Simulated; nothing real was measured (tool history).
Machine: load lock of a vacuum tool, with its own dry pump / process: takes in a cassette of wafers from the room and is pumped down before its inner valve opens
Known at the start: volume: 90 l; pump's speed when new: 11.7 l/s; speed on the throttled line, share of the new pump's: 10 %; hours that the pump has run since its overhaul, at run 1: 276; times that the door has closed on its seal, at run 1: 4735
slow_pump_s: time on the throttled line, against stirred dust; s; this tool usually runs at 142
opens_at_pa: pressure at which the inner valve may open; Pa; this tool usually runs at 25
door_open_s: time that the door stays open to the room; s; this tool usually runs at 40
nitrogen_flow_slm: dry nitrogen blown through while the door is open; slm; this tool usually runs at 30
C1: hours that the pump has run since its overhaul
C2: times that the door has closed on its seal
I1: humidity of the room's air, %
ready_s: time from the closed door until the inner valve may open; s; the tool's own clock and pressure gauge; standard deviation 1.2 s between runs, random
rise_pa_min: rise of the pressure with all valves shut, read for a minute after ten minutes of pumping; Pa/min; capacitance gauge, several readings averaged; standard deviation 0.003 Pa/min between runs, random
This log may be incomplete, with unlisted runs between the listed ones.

Run 1, hour 0.0: usual settings; C1 276; C2 4735; I1 45.9. Result: ready_s 192.8 s, rise_pa_min 0.041 Pa/min.
Run 2, hour 135.5: usual settings; C1 412; C2 5186; I1 43.5. Result: ready_s 190.0 s, rise_pa_min 0.045 Pa/min.
Run 3, hour 255.9: usual settings; C1 532; C2 5588; I1 43.6. Result: ready_s 191.1 s, rise_pa_min 0.045 Pa/min.
Run 4, hour 411.4: usual settings; C1 688; C2 6107; I1 44.5. Result: ready_s 191.2 s, rise_pa_min 0.051 Pa/min.
Run 5, hour 552.8: usual settings but nitrogen_flow_slm 12 slm; C1 829; C2 6578; I1 43.4. Result: ready_s 191.1 s, rise_pa_min 0.055 Pa/min.
Run 6, hour 673.1: usual settings; C1 950; C2 6980; I1 49.4. Result: ready_s 190.4 s, rise_pa_min 0.058 Pa/min.
Run 7, hour 802.3: usual settings; C1 1079; C2 7410; I1 44.7. Result: ready_s 191.9 s, rise_pa_min 0.056 Pa/min.
Run 8, hour 894.2: usual settings but door_open_s 28 s; C1 1171; C2 7717; I1 44.2. Result: ready_s 191.0 s, rise_pa_min 0.061 Pa/min.
Run 9, hour 1034.3: usual settings but slow_pump_s 273 s; C1 1311; C2 8184; I1 47.5. Result: ready_s 308.6 s, rise_pa_min 0.063 Pa/min.
Run 10, hour 1106.8: usual settings but slow_pump_s 189 s, opens_at_pa 48 Pa; C1 1383; C2 8426; I1 47.3. Result: ready_s 227.8 s, rise_pa_min 0.061 Pa/min.
Run 11, hour 1193.8: usual settings but door_open_s 67 s; C1 1470; C2 8716; I1 43.5. Result: ready_s 192.0 s, rise_pa_min 0.067 Pa/min.
Run 12, hour 1302.6: usual settings but opens_at_pa 41 Pa, nitrogen_flow_slm 4 slm; C1 1579; C2 9079; I1 42.7. Result: ready_s 187.3 s, rise_pa_min 0.071 Pa/min.
Run 13, hour 1405.6: usual settings but opens_at_pa 41 Pa, nitrogen_flow_slm 4 slm; C1 1682; C2 9423; I1 43.8. Result: ready_s 190.0 s, rise_pa_min 0.081 Pa/min.
Run 14, hour 1477.8: usual settings but slow_pump_s 268 s, door_open_s 65 s, nitrogen_flow_slm 12 slm; C1 1754; C2 9663; I1 42.2. Result: ready_s 311.1 s, rise_pa_min 0.080 Pa/min.
Run 15, hour 1626.5: usual settings but slow_pump_s 268 s, door_open_s 65 s, nitrogen_flow_slm 12 slm; C1 1903; C2 10159; I1 48.1. Result: ready_s 306.0 s, rise_pa_min 0.089 Pa/min.
Run 16, hour 1750.3: usual settings but slow_pump_s 268 s, door_open_s 65 s, nitrogen_flow_slm 12 slm; C1 2027; C2 10572; I1 42.4. Result: ready_s 308.9 s, rise_pa_min 0.094 Pa/min.

Branching from run 16: 5 alternative next runs. What would each branch give?
Run A, hour 1860.8: usual settings but slow_pump_s 166 s, opens_at_pa 29 Pa, door_open_s 65 s, nitrogen_flow_slm 12 slm; C1 2137; C2 10941; I1 42.9. Result: ready_s ?, rise_pa_min ?.
Run B, hour 1860.8: usual settings but opens_at_pa 33 Pa, door_open_s 79 s, nitrogen_flow_slm 4 slm; C1 2137; C2 10941; I1 45.6. Result: ready_s ?, rise_pa_min ?.
Run C, hour 1860.8: usual settings but opens_at_pa 27 Pa, door_open_s 137 s; C1 2137; C2 10941; I1 48.1. Result: ready_s ?, rise_pa_min ?.
Run D, hour 1860.8: usual settings but slow_pump_s 196 s, opens_at_pa 49 Pa, door_open_s 65 s, nitrogen_flow_slm 31 slm; C1 2137; C2 10941; I1 42.7. Result: ready_s ?, rise_pa_min ?.
Run E, hour 1860.8: usual settings but opens_at_pa 28 Pa; C1 2137; C2 10941; I1 49.7. Result: ready_s ?, rise_pa_min ?.

run  ready_s  rise_pa_min
  A    216.6        0.092
  B    190.1        0.107
  C    192.2        0.099
  D    237.1        0.088
  E    190.3        0.085
Take away the tool's hidden state, keep each run's random variation, and the runs would have read:
run  ready_s  rise_pa_min
  A    215.5        0.025
  B    189.1        0.040
  C    191.2        0.033
  D    236.1        0.021
  E    189.3        0.018

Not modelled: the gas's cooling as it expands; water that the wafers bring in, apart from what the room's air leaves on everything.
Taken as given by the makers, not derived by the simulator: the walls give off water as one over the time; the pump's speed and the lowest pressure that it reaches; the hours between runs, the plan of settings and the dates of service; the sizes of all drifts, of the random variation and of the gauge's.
